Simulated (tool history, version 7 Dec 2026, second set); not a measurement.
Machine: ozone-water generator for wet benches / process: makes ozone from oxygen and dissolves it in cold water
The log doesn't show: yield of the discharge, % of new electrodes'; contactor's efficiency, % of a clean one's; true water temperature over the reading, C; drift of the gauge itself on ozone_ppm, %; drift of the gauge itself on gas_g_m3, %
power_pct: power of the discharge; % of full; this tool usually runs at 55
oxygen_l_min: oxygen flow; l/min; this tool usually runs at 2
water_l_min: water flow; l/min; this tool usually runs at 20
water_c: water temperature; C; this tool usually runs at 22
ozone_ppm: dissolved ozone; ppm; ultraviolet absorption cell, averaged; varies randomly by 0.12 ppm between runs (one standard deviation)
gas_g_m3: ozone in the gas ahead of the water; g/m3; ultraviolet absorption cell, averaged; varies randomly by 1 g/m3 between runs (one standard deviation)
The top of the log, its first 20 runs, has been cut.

| run | day | power_pct | oxygen_l_min | water_l_min | water_c | hours of work since the electrodes were changed | hours of work since the contactor was cleaned | hours of work since the thermometer was calibrated | ozone_ppm | gas_g_m3 |
|---|---|---|---|---|---|---|---|---|---|---|
|  | 20.579 | contactor cleaned |
| 21 | 21.367 | 50 | 3 | 20 | 30 | 1861 | 18 | 674 | 9.5 | 138.5 |
| 22 | 22.558 | 50 | 3 | 20 | 30 | 1888 | 45 | 701 | 9.5 | 139.4 |
| 23 | 24.112 | 50 | 3 | 20 | 30 | 1924 | 80 | 736 | 9.4 | 138.3 |
| 24 | 25.312 | 67 | 1.02 | 20 | 16 | 1951 | 107 | 764 | 8.5 | 252.3 |
| 25 | 26.812 | 67 | 1.02 | 20 | 16 | 1985 | 141 | 798 | 8.6 | 252.1 |
|  | 27.367 | contactor cleaned, once more |
| 26 | 28.296 | 67 | 2.95 | 20 | 16 | 2015 | 21 | 827 | 14.3 | 164.2 |
| 27 | 29.679 | 67 | 2.95 | 20 | 16 | 2046 | 52 | 859 | 14 | 163.9 |
| 28 | 31.242 | 53 | 1.06 | 25 | 21 | 2081 | 88 | 894 | 6.4 | 216.5 |
| 29 | 32.542 | 53 | 1.06 | 25 | 21 | 2111 | 117 | 924 | 6.4 | 217.2 |
| 30 | 33.9 | 53 | 1.06 | 25 | 21 | 2142 | 148 | 954 | 6.7 | 215.1 |
| 31 | 34.804 | 53 | 1.06 | 25 | 21 | 2162 | 169 | 975 | 6.6 | 217.3 |
| 32 | 36.05 | 53 | 1.12 | 18 | 21 | 2190 | 197 | 1003 | 9.3 | 210.9 |

Predict each of these 3 candidate next runs independently; none follows another, all start after run 32:
| A | 37.45 | 77 | 1.12 | 21 | 30 | 2222 | 229 | 1035 | ? | ? |
| B | 37.45 | 89 | 2.91 | 18 | 21 | 2222 | 229 | 1035 | ? | ? |
| C | 37.45 | 52 | 1.12 | 18 | 18 | 2222 | 229 | 1035 | ? | ? |

| run | ozone_ppm | gas_g_m3 |
|---|---|---|
| A | 9.3 | 256.9 |
| B | 17.1 | 191 |
| C | 9.2 | 209.5 |
Stripped of hidden state, with their random variation kept, the same runs would have yielded:
| run | ozone_ppm | gas_g_m3 |
|---|---|---|
| A | 9.9 | 273.7 |
| B | 18.4 | 204.6 |
| C | 9.7 | 220.4 |
